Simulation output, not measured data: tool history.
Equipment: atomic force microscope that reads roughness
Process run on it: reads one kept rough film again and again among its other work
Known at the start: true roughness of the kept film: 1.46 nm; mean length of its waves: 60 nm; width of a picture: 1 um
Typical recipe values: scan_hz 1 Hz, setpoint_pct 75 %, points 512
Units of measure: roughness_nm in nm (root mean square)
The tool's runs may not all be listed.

run,hour,scan_hz,setpoint_pct,points,roughness_nm
1,0,1,75,512,1.304
2,5.6,1,75,512,1.32
3,11.5,1,75,512,1.311
# hour 16.2: new tip fitted
4,18.9,1,75,512,1.378
5,26,1,75,289,1.37
6,33.1,1,75,289,1.368
7,38.9,1,57,512,1.407
8,45.3,1,57,512,1.4
9,56.3,1,58,512,1.393
10,67.2,1,58,512,1.384
11,77.9,1,75,512,1.34
12,86.6,1,75,592,1.338
13,96.2,1,75,592,1.343
14,105.6,1,75,512,1.335
15,112.2,1,75,512,1.332
16,123.4,1,75,512,1.328
17,133,3.43,87,275,1.069
18,144.4,1.39,64,574,1.337
19,155.2,1.39,64,574,1.325
20,165.6,1.39,64,574,1.322
# hour 167.4: height scale calibrated on a step standard
# hour 168.5: new tip fitted
21,174.4,1.39,64,574,1.383
22,180,2.68,69,524,1.317
23,192,0.65,72,512,1.393
24,197.9,1.15,74,512,1.364
25,208.7,1.15,74,512,1.352
26,217.5,1.01,71,395,1.361
27,222.3,1.01,68,395,1.363
28,230.1,3.24,68,745,1.27
# hour 235.6: height scale calibrated on a step standard, once more
29,242.5,3.24,68,745,1.265
30,253.1,3.24,68,745,1.259
31,258.2,3.8,84,745,1.085
32,263.6,1.91,75,512,1.271

Selected run-to-run steps in roughness_nm, each split into two signed amounts: the part the tool would show with no hidden state at all (from settings, incoming material and random variation), and the remainder, which goes to the hidden state together with any gauge scatter not common to the measured and the hidden-state-free results:
Hidden state at play: radius of the tip, nm; height scale over the true one, %; drift of the gauge itself on roughness_nm, %.
Run 3 -> 4: new tip fitted. roughness_nm +0.067 nm (root mean square): hidden state +0.064, all else +0.003.
Run 16 -> 17: scan_hz 1 -> 3.43, setpoint_pct 75 -> 87, points 512 -> 275. roughness_nm -0.259 nm (root mean square): hidden state +0.006, all else -0.265.
Run 17 -> 18: scan_hz 3.43 -> 1.39, setpoint_pct 87 -> 64, points 275 -> 574. roughness_nm +0.268 nm (root mean square): hidden state -0.015, all else +0.283.
Run 20 -> 21: height scale calibrated on a step standard, new tip fitted. roughness_nm +0.061 nm (root mean square): hidden state +0.063, all else -0.002.
Run 31 -> 32: scan_hz 3.8 -> 1.91, setpoint_pct 84 -> 75, points 745 -> 512. roughness_nm +0.186 nm (root mean square): hidden state -0.009, all else +0.195.
